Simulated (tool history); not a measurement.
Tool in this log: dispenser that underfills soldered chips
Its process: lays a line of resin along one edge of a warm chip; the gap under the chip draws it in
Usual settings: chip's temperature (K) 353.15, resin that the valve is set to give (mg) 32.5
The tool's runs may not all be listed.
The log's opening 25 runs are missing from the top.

| run | hour | chip's temperature (K) | resin that the valve is set to give (mg) | hours of work since the syringe was changed | hours of work since the valve was cleaned | hours of work since the stage was calibrated | time until the resin shows at the far edge (s) | resin that the valve gave (mg) |
|---|---|---|---|---|---|---|---|---|
| 26 | 151.8 | 367.15 | 38.8 | 5 | 22 | 115 | 225.7 | 37.85 |
| 27 | 156.4 | 348.15 | 36.1 | 8 | 25 | 118 | 557.2 | 35.33 |
|  | 160.2 | new syringe of resin |
| 28 | 163.5 | 357.15 | 31.7 | 2 | 29 | 122 | 296.8 | 30.95 |
| 29 | 167.9 | 343.15 | 28.7 | 5 | 32 | 125 | 605.3 | 27.91 |
| 30 | 173.1 | 343.15 | 28.7 | 8 | 35 | 128 | 704.3 | 27.61 |
|  | 175.8 | new syringe of resin |
| 31 | 182.3 | 343.15 | 28.7 | 4 | 41 | 133 | 574 | 27.71 |
| 32 | 185.9 | 343.15 | 28.7 | 6 | 43 | 135 | 644.5 | 27.7 |
|  | 191.6 | new syringe of resin |
| 33 | 193.8 | 349.15 | 29.9 | 1 | 48 | 140 | 400.8 | 28.62 |
| 34 | 200.7 | 366.15 | 29.5 | 6 | 52 | 144 | 252.7 | 28.14 |
|  | 207.8 | new syringe of resin |
| 35 | 209.3 | 366.15 | 29.5 | 1 | 57 | 149 | 205.4 | 28.28 |
| 36 | 214.1 | 366.15 | 29.5 | 4 | 60 | 152 | 232.1 | 28.1 |

Each row is a separate what-if for the run after 36, all from the same tool condition, not one after another. Results?
| A | 220.6 | 361.15 | 36.7 | 8 | 64 | 156 | ? | ? |
| B | 220.6 | 361.15 | 32.8 | 8 | 64 | 156 | ? | ? |
| C | 220.6 | 346.15 | 34.4 | 8 | 64 | 156 | ? | ? |

| run | time until the resin shows at the far edge (s) | resin that the valve gave (mg) |
|---|---|---|
| A | 331 | 34.73 |
| B | 345.6 | 30.93 |
| C | 613.5 | 32.54 |
Take away the tool's hidden state, keep each run's random variation, and the runs would have read:
| run | time until the resin shows at the far edge (s) | resin that the valve gave (mg) |
|---|---|---|
| A | 222.6 | 36.83 |
| B | 231.6 | 32.8 |
| C | 411.2 | 34.5 |
